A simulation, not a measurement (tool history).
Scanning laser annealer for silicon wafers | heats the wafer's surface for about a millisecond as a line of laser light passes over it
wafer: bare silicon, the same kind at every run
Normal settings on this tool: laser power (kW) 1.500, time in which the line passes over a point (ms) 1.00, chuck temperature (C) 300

run,hour,laser power (kW),time in which the line passes over a point (ms),chuck temperature (C),highest temperature of the surface (C)
1,0.0,1.500,1.00,300,1029
2,13.0,1.500,1.00,300,1028
3,23.1,1.500,0.89,300,986
4,41.4,1.500,0.89,300,983
5,60.1,1.500,0.89,300,984
6,75.8,1.500,1.00,300,1021
7,95.0,1.577,1.00,300,1069
8,112.1,1.577,0.77,300,974
9,130.7,1.500,0.86,300,968
10,144.1,1.500,0.86,300,963
11,155.9,1.500,1.00,300,1015
12,170.2,1.500,1.00,300,1015
13,186.1,1.500,1.00,300,1015
14,194.5,1.500,1.00,267,977
15,206.1,1.500,1.00,300,1011
16,219.8,1.500,1.00,300,1010
17,236.7,1.500,1.00,289,989
18,251.0,1.500,1.00,289,987
19,267.9,1.500,0.89,289,949
20,279.3,1.500,1.00,300,993
21,298.4,1.500,1.00,284,1014
22,315.5,1.333,1.00,285,913
23,329.0,1.333,1.00,285,913
24,338.5,1.496,1.23,326,1124
25,349.1,1.315,0.97,300,908
26,367.1,1.315,1.03,331,955
27,382.3,1.315,0.85,331,898
28,396.7,1.315,0.85,331,895
29,411.5,1.500,0.76,310,942
30,424.5,1.500,1.11,284,1039
31,438.8,1.500,1.11,284,1036
32,448.9,1.500,1.06,337,1075
33,465.7,1.500,1.06,337,1075
34,475.1,1.466,1.00,300,997
35,486.4,1.466,1.00,300,994
36,496.1,1.320,0.74,300,826
37,505.2,1.320,0.74,300,824
38,519.6,1.411,0.94,303,939
39,535.4,1.647,1.00,333,1133

Missing from the log above: 2 entries noted between runs. For each, name the pair of listed runs it sits between and say how the tool's hidden condition differs from the listed run just before to the listed run just after:
In the gap between runs 16 and 17: window over the wafer cleaned (hour 222.6)
  light that passes the window, % of a clean one's: 97.54 -> 96.32; width of the line over the set one, %: 0.79 -> 0.83
  measured minus no-state result, highest temperature of the surface (C): -24 -> -35
In the gap between runs 20 and 21: window over the wafer cleaned, once more (hour 282.7)
  light that passes the window, % of a clean one's: 95.99 -> 99.81; laser's true power over the reading, %: 0.36 -> 0.37; width of the line over the set one, %: 0.94 -> 0.98
  measured minus no-state result, highest temperature of the surface (C): -39 -> -4
